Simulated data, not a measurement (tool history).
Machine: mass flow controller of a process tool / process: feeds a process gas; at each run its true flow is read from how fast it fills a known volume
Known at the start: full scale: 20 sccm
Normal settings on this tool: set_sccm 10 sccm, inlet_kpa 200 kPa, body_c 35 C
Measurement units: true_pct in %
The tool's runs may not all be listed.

run,hour,set_sccm,inlet_kpa,body_c,true_pct
1,0.0,10,200,35,101.05
2,57.8,10,200,35,100.95
3,123.3,10,200,35,101.05
4,239.3,10,200,35,100.80
5,362.8,10,200,35,101.02
6,452.4,10,243,35,100.91
7,540.9,10,243,35,100.88
8,621.5,10,243,35,100.96
9,676.2,10,243,35,100.67
10,769.2,10,243,35,100.84
11,851.4,10,200,35,100.84
12,924.0,10,200,35,100.97
13,1012.6,10,200,35,100.84
14,1107.1,10,200,39,101.41
15,1181.0,10,200,39,101.30
16,1286.1,10,200,36,100.92
17,1392.5,10,200,36,100.91
18,1455.2,10,200,35,100.65
19,1513.4,10,200,35,100.75
20,1603.4,10,200,35,100.77
21,1708.7,4,200,27,98.71
22,1776.5,4,162,21,98.12
23,1827.6,7,252,35,100.31
24,1910.1,7,252,35,100.41
25,2003.6,7,252,35,100.23
26,2101.4,6,255,21,98.35
27,2156.8,6,255,21,98.46
28,2275.7,3,145,35,98.84
29,2388.7,10,200,30,100.05
30,2445.1,10,200,30,100.02
31,2526.3,10,200,30,100.08
32,2581.6,9,160,35,100.45

For run 33, what comes out?
33,2670.9,9,160,35,?

{"run 33": {"true_pct": 100.42}}
Minus the tool's unlogged condition, the same run would have read true_pct 100.91 %.
